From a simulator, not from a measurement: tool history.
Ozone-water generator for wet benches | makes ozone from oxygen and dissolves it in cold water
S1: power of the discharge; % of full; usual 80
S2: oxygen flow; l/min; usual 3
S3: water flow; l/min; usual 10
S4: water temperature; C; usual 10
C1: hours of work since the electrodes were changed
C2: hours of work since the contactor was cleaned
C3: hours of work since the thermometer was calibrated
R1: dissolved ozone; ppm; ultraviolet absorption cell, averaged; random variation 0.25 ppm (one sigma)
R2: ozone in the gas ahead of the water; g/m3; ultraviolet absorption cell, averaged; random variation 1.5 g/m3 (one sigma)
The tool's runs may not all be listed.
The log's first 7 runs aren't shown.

run,hour,S1,S2,S3,S4,C1,C2,C3,R1,R2
8,422.2,80,4.81,10,10,491,3995,5390,36.7,219.8
9,456.3,80,4.28,10,10,523,4027,5422,36.6,231.5
# hour 470.1: water thermometer calibrated
10,498.2,80,4.28,10,10,562,4066,27,36.7,229.1
11,556.6,80,3,10,6,618,4122,82,37,269.9
12,599.1,80,3,10,8,658,4162,122,36.1,270.1
13,675.8,80,3,10,8,731,4235,195,36.2,266.1
14,728.1,80,3,10,8,780,4285,245,35.5,267.7
15,790.8,80,3,10,8,840,4344,304,35.8,267
16,861.5,80,3,10,8,907,4411,371,35.6,269.9
17,928.3,80,2.63,8,11,970,4475,435,39.6,284
18,994.2,63,3.7,8,11,1033,4537,497,34.6,208.7
19,1040.6,63,3.7,8,11,1077,4581,542,34.5,206.1
20,1112.4,63,3.7,14,11,1145,4649,610,23.5,208.4
21,1191.1,58,3.7,7,13,1220,4724,684,34.3,197.5
22,1225.1,58,3.7,7,13,1252,4756,717,34.2,198.5
23,1276.2,58,3.7,7,13,1301,4805,765,34.1,198.3
24,1355,48,4.14,10,10,1376,4880,840,26,164.8
25,1423.9,69,3,10,6,1441,4945,905,33,240.4
26,1460.2,69,3,10,6,1475,4979,940,32.6,241.5
27,1539.5,70,2.35,10,6,1551,5055,1015,31.3,268.4
28,1572,70,2.35,10,6,1581,5086,1046,31.5,268.9
29,1625.7,95,3,10,16,1632,5137,1097,34.7,291.3
30,1666.4,80,3.96,10,8,1671,5175,1135,36.1,231.5
31,1708.4,67,1.94,6,8,1711,5215,1175,42.6,285.6
32,1784,67,1.94,13,8,1783,5287,1247,22.4,278.4

5 ways to go on from here, each from the tool as it stands after run 32. What would each give?
A,1839.2,80,3,10,18,1835,5339,1299,?,?
B,1839.2,67,1.94,9,8,1835,5339,1299,?,?
C,1839.2,70,3.85,10,18,1835,5339,1299,?,?
D,1839.2,45,4.79,10,10,1835,5339,1299,?,?
E,1839.2,51,1.94,13,8,1835,5339,1299,?,?

run,R1,R2
A,30,260.9
B,30.7,281.4
C,28,214.9
D,24.2,147.6
E,19,239.5
Without the tool's hidden state the same runs would have given:
run,R1,R2
A,33.2,275.5
B,33.7,295.4
C,30.8,225.9
D,26.3,153
E,20.8,249.2

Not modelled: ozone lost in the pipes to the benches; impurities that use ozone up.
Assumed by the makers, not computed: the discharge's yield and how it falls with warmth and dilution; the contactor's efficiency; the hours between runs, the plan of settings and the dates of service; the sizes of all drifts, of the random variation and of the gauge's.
